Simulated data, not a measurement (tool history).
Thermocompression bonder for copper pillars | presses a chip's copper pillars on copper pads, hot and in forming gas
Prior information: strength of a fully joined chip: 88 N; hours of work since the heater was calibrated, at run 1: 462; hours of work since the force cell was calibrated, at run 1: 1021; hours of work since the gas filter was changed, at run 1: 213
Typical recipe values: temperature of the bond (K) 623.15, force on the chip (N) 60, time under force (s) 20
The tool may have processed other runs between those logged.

| run | hour | temperature of the bond (K) | force on the chip (N) | time under force (s) | hours of work since the heater was calibrated | hours of work since the force cell was calibrated | hours of work since the gas filter was changed | force that shears a chip off (N) |
|---|---|---|---|---|---|---|---|---|
| 1 | 0.0 | 623.15 | 60 | 20 | 462 | 1021 | 213 | 61.9 |
| 2 | 26.1 | 623.15 | 60 | 20 | 482 | 1041 | 233 | 61.7 |
| 3 | 42.4 | 623.15 | 60 | 20 | 494 | 1054 | 246 | 62.0 |
| 4 | 59.4 | 623.15 | 60 | 20 | 508 | 1067 | 259 | 61.4 |
|  | 85.7 | force cell calibrated |
| 5 | 85.8 | 623.15 | 60 | 20 | 527 | 0 | 278 | 62.8 |
| 6 | 109.0 | 623.15 | 60 | 20 | 545 | 18 | 296 | 62.3 |
| 7 | 143.4 | 623.15 | 73 | 20 | 571 | 45 | 323 | 66.9 |
| 8 | 159.2 | 623.15 | 73 | 20 | 583 | 57 | 335 | 66.2 |
| 9 | 176.8 | 623.15 | 73 | 54 | 597 | 70 | 349 | 78.3 |
| 10 | 213.5 | 603.15 | 73 | 54 | 625 | 99 | 377 | 71.3 |
| 11 | 247.9 | 623.15 | 60 | 55 | 652 | 125 | 404 | 74.8 |
| 12 | 276.0 | 623.15 | 60 | 20 | 674 | 147 | 425 | 61.2 |
| 13 | 309.5 | 638.15 | 70 | 33 | 700 | 173 | 451 | 75.7 |
|  | 325.4 | forming gas filter changed |
| 14 | 339.0 | 617.15 | 81 | 18 | 722 | 195 | 11 | 65.7 |
| 15 | 371.4 | 622.15 | 57 | 37 | 747 | 220 | 36 | 70.5 |
| 16 | 400.0 | 631.15 | 59 | 29 | 769 | 242 | 58 | 71.2 |
| 17 | 438.0 | 621.15 | 60 | 20 | 799 | 272 | 87 | 62.4 |
| 18 | 466.9 | 600.15 | 61 | 48 | 821 | 294 | 109 | 66.2 |
| 19 | 493.2 | 600.15 | 61 | 48 | 841 | 314 | 130 | 66.1 |
| 20 | 527.3 | 600.15 | 61 | 48 | 868 | 341 | 156 | 65.8 |
| 21 | 562.3 | 600.15 | 61 | 48 | 895 | 368 | 183 | 65.3 |
| 22 | 579.8 | 600.15 | 61 | 48 | 908 | 381 | 197 | 65.2 |

Run 23 comes next. What will it give?
| 23 | 595.8 | 601.15 | 60 | 26 | 920 | 394 | 209 | ? |

Run 23 gave force that shears a chip off (N) 55.4.
With the hidden condition absent and the run-to-run variation left alone, this run would have shown force that shears a chip off (N) 59.7.
